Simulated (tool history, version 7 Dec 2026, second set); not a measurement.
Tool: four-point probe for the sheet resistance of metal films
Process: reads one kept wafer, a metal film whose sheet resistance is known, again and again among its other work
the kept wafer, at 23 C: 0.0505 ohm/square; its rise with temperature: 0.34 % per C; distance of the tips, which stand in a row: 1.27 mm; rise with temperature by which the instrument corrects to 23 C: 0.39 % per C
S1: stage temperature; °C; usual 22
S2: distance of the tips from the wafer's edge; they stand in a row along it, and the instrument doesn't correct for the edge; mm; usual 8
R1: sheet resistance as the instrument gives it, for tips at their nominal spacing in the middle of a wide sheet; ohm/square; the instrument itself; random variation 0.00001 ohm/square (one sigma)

{"run": 1, "hour": 0.0, "S1": 22, "S2": 8, "R1": 0.051213}
{"run": 2, "hour": 15.0, "S1": 22, "S2": 8, "R1": 0.051234}
{"run": 3, "hour": 25.7, "S1": 22, "S2": 8, "R1": 0.051195}
{"run": 4, "hour": 40.7, "S1": 22, "S2": 16, "R1": 0.050699}
{"run": 5, "hour": 56.7, "S1": 33, "S2": 8, "R1": 0.050916}
{"run": 6, "hour": 69.4, "S1": 33, "S2": 8, "R1": 0.050939}
{"run": 7, "hour": 81.5, "S1": 19, "S2": 8, "R1": 0.051262}
{"run": 8, "hour": 96.4, "S1": 22, "S2": 8, "R1": 0.051197}
{"run": 9, "hour": 113.1, "S1": 22, "S2": 8, "R1": 0.051205}
{"run": 10, "hour": 129.1, "S1": 22, "S2": 8, "R1": 0.051167}
{"run": 11, "hour": 149.5, "S1": 22, "S2": 8, "R1": 0.051193}
{"run": 12, "hour": 158.4, "S1": 22, "S2": 8, "R1": 0.051182}
{"run": 13, "hour": 179.2, "S1": 22, "S2": 8, "R1": 0.051212}
{"run": 14, "hour": 195.6, "S1": 22, "S2": 8, "R1": 0.0512}
{"run": 15, "hour": 213.6, "S1": 23, "S2": 13, "R1": 0.050743}
{"run": 16, "hour": 225.3, "S1": 18, "S2": 4, "R1": 0.053232}
{"run": 17, "hour": 237.2, "S1": 29, "S2": 36, "R1": 0.050388}
{"run": 18, "hour": 246.3, "S1": 29, "S2": 36, "R1": 0.05037}
{"run": 19, "hour": 257.2, "S1": 29, "S2": 36, "R1": 0.050387}
{"run": 20, "hour": 270.0, "S1": 24, "S2": 29, "R1": 0.050538}
{"run": 21, "hour": 288.6, "S1": 28, "S2": 28, "R1": 0.050443}
{"run": 22, "hour": 297.9, "S1": 33, "S2": 51, "R1": 0.050279}
{"run": 23, "hour": 311.2, "S1": 22, "S2": 52, "R1": 0.050528}
{"run": 24, "hour": 330.6, "S1": 19, "S2": 72, "R1": 0.050605}
{"run": 25, "hour": 349.6, "S1": 22, "S2": 40, "R1": 0.050559}
{"run": 26, "hour": 366.3, "S1": 20, "S2": 8, "R1": 0.051255}
{"run": 27, "hour": 383.8, "S1": 26, "S2": 18, "R1": 0.050566}
{"run": 28, "hour": 399.4, "S1": 22, "S2": 28, "R1": 0.050599}

Forecast each of these 4 alternatives for the next run:
{"run": "A", "hour": 412.3, "S1": 18, "S2": 11, "R1": "?"}
{"run": "B", "hour": 412.3, "S1": 28, "S2": 28, "R1": "?"}
{"run": "C", "hour": 412.3, "S1": 23, "S2": 11, "R1": "?"}
{"run": "D", "hour": 412.3, "S1": 22, "S2": 10, "R1": "?"}

run=A R1=0.050997
run=B R1=0.050421
run=C R1=0.050869
run=D R1=0.050953
Without the tool's hidden state the same runs would have given:
run=A R1=0.050999
run=B R1=0.050422
run=C R1=0.050871
run=D R1=0.050955
